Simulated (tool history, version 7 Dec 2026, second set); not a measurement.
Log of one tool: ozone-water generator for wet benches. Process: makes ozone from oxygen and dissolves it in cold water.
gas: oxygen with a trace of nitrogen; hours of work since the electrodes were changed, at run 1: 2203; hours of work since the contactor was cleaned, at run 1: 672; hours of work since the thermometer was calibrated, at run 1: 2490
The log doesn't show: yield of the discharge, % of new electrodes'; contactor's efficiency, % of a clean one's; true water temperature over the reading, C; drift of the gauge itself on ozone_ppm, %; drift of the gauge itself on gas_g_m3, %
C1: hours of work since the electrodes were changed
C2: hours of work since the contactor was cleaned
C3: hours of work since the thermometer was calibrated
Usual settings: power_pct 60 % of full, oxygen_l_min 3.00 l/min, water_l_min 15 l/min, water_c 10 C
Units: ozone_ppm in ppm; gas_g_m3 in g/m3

run 1 hour=0.0 | power_pct=60 oxygen_l_min=3.00 water_l_min=15 water_c=10 | C1=2203 C2=672 C3=2490 | ozone_ppm=16.4 gas_g_m3=167.7
run 2 hour=49.6 | power_pct=60 oxygen_l_min=3.00 water_l_min=15 water_c=10 | C1=2250 C2=719 C3=2537 | ozone_ppm=16.2 gas_g_m3=167.7
run 3 hour=102.4 | power_pct=60 oxygen_l_min=3.00 water_l_min=15 water_c=10 | C1=2300 C2=769 C3=2587 | ozone_ppm=15.9 gas_g_m3=170.2
run 4 hour=167.1 | power_pct=60 oxygen_l_min=3.00 water_l_min=15 water_c=10 | C1=2361 C2=830 C3=2648 | ozone_ppm=16.3 gas_g_m3=170.9
run 5 hour=204.4 | power_pct=60 oxygen_l_min=3.00 water_l_min=15 water_c=10 | C1=2397 C2=865 C3=2684 | ozone_ppm=16.2 gas_g_m3=169.9
run 6 hour=260.3 | power_pct=60 oxygen_l_min=3.00 water_l_min=22 water_c=10 | C1=2450 C2=918 C3=2737 | ozone_ppm=11.3 gas_g_m3=169.8
run 7 hour=321.4 | power_pct=60 oxygen_l_min=3.00 water_l_min=14 water_c=10 | C1=2507 C2=976 C3=2795 | ozone_ppm=16.9 gas_g_m3=170.7
run 8 hour=360.9 | power_pct=60 oxygen_l_min=3.00 water_l_min=15 water_c=9 | C1=2545 C2=1014 C3=2832 | ozone_ppm=16.5 gas_g_m3=168.0
run 9 hour=394.5 | power_pct=60 oxygen_l_min=3.00 water_l_min=15 water_c=9 | C1=2577 C2=1046 C3=2864 | ozone_ppm=16.3 gas_g_m3=169.6
run 10 hour=443.0 | power_pct=60 oxygen_l_min=1.84 water_l_min=15 water_c=9 | C1=2623 C2=1091 C3=2910 | ozone_ppm=13.2 gas_g_m3=195.7
run 11 hour=490.9 | power_pct=60 oxygen_l_min=1.84 water_l_min=15 water_c=9 | C1=2668 C2=1137 C3=2955 | ozone_ppm=13.4 gas_g_m3=196.6
run 12 hour=541.9 | power_pct=60 oxygen_l_min=3.00 water_l_min=15 water_c=10 | C1=2717 C2=1185 C3=3004 | ozone_ppm=16.4 gas_g_m3=170.4
run 13 hour=590.9 | power_pct=60 oxygen_l_min=3.00 water_l_min=15 water_c=10 | C1=2763 C2=1232 C3=3050 | ozone_ppm=16.1 gas_g_m3=171.5
run 14 hour=625.3 | power_pct=60 oxygen_l_min=3.00 water_l_min=15 water_c=10 | C1=2796 C2=1264 C3=3083 | ozone_ppm=16.4 gas_g_m3=171.0
run 15 hour=679.6 | power_pct=50 oxygen_l_min=2.33 water_l_min=13 water_c=10 | C1=2847 C2=1316 C3=3134 | ozone_ppm=14.5 gas_g_m3=163.6
run 16 hour=732.5 | power_pct=50 oxygen_l_min=2.33 water_l_min=13 water_c=10 | C1=2897 C2=1366 C3=3184 | ozone_ppm=14.6 gas_g_m3=163.0
run 17 hour=763.6 | power_pct=50 oxygen_l_min=2.33 water_l_min=13 water_c=10 | C1=2927 C2=1395 C3=3214 | ozone_ppm=14.3 gas_g_m3=164.0
run 18 hour=799.5 | power_pct=45 oxygen_l_min=2.61 water_l_min=12 water_c=13 | C1=2961 C2=1429 C3=3248 | ozone_ppm=14.4 gas_g_m3=145.4
run 19 hour=862.5 | power_pct=62 oxygen_l_min=3.00 water_l_min=15 water_c=10 | C1=3020 C2=1489 C3=3308 | ozone_ppm=16.7 gas_g_m3=176.4
run 20 hour=896.4 | power_pct=62 oxygen_l_min=3.00 water_l_min=15 water_c=10 | C1=3053 C2=1521 C3=3340 | ozone_ppm=16.5 gas_g_m3=174.8
run 21 hour=944.0 | power_pct=60 oxygen_l_min=1.81 water_l_min=15 water_c=10 | C1=3098 C2=1567 C3=3385 | ozone_ppm=13.0 gas_g_m3=201.8
-- hour=957.2 gauge calibrated
run 22 hour=984.1 | power_pct=73 oxygen_l_min=3.00 water_l_min=15 water_c=10 | C1=3136 C2=1604 C3=3423 | ozone_ppm=18.8 gas_g_m3=194.2
run 23 hour=1050.2 | power_pct=68 oxygen_l_min=1.80 water_l_min=22 water_c=16 | C1=3198 C2=1667 C3=3486 | ozone_ppm=9.3 gas_g_m3=214.7
run 24 hour=1087.8 | power_pct=68 oxygen_l_min=1.80 water_l_min=22 water_c=16 | C1=3234 C2=1703 C3=3521 | ozone_ppm=9.5 gas_g_m3=215.4
run 25 hour=1140.5 | power_pct=68 oxygen_l_min=1.80 water_l_min=22 water_c=16 | C1=3284 C2=1753 C3=3571 | ozone_ppm=9.3 gas_g_m3=214.3
run 26 hour=1209.0 | power_pct=60 oxygen_l_min=3.00 water_l_min=11 water_c=12 | C1=3349 C2=1818 C3=3636 | ozone_ppm=20.1 gas_g_m3=167.8
run 27 hour=1256.0 | power_pct=60 oxygen_l_min=1.84 water_l_min=11 water_c=12 | C1=3394 C2=1862 C3=3681 | ozone_ppm=17.4 gas_g_m3=195.6

Forecast each of these 3 alternatives for the next run:
run A hour=1304.9 | power_pct=64 oxygen_l_min=2.27 water_l_min=11 water_c=5 | C1=3440 C2=1909 C3=3727 | ozone_ppm=? gas_g_m3=?
run B hour=1304.9 | power_pct=60 oxygen_l_min=1.95 water_l_min=10 water_c=9 | C1=3440 C2=1909 C3=3727 | ozone_ppm=? gas_g_m3=?
run C hour=1304.9 | power_pct=60 oxygen_l_min=1.59 water_l_min=15 water_c=18 | C1=3440 C2=1909 C3=3727 | ozone_ppm=? gas_g_m3=?

run=A ozone_ppm=20.9 gas_g_m3=192.4
run=B ozone_ppm=19.6 gas_g_m3=193.0
run=C ozone_ppm=11.8 gas_g_m3=205.5
Without the tool's hidden state the same runs would have given:
run=A ozone_ppm=21.0 gas_g_m3=190.5
run=B ozone_ppm=19.7 gas_g_m3=191.1
run=C ozone_ppm=11.8 gas_g_m3=203.4

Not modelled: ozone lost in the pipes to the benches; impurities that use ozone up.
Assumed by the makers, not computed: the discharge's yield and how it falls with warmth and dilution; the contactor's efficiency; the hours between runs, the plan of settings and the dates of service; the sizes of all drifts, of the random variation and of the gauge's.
